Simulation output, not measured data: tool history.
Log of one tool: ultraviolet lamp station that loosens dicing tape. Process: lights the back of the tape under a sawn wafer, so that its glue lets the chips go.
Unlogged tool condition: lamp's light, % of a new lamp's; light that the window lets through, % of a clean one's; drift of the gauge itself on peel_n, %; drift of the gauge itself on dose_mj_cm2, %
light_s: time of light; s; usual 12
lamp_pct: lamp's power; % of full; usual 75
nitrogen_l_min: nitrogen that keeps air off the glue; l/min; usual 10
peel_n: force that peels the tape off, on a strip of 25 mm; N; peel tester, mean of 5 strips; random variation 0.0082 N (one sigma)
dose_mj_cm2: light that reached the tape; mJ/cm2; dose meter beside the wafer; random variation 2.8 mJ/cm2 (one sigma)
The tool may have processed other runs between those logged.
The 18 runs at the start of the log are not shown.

run,hour,light_s,lamp_pct,nitrogen_l_min,hours of work of the lamp,hours of work since the window was cleaned,peel_n,dose_mj_cm2
19,585.2,12,75,19,597,117,0.253,382
20,617.0,12,75,19,621,141,0.258,387
21,641.8,12,75,19,640,160,0.259,386
22,680.8,12,82,5,669,189,0.443,420
23,713.4,12,82,5,694,214,0.451,423
24,748.8,8,68,4,721,241,1.309,235
25,782.8,8,68,4,746,266,1.304,229
26,810.2,17,75,10,767,287,0.246,545
27,853.8,17,75,10,800,320,0.246,545
# hour 861.5: window cleaned of glue's vapour
28,875.4,18,73,16,816,11,0.225,557
29,898.5,11,81,5,833,28,0.511,384
30,939.4,18,72,5,864,59,0.305,549
31,971.7,12,68,9,889,83,0.403,349
32,1006.8,12,81,9,915,110,0.302,418
33,1039.0,7,75,10,940,134,0.765,226
34,1062.6,9,78,10,958,152,0.472,298
35,1100.4,22,78,10,986,181,0.222,726
36,1133.4,12,64,10,1011,206,0.421,329
37,1178.7,11,76,12,1045,240,0.326,355

Run 38 has not been measured yet. What should we expect?
38,1212.1,12,78,3,1071,265,?,?

{"run 38": {"peel_n": 0.718, "dose_mj_cm2": 400}}
Take away the tool's hidden state, keep the run-to-run variation as it was, and the same run would have given peel_n 0.714 N, dose_mj_cm2 402 mJ/cm2.

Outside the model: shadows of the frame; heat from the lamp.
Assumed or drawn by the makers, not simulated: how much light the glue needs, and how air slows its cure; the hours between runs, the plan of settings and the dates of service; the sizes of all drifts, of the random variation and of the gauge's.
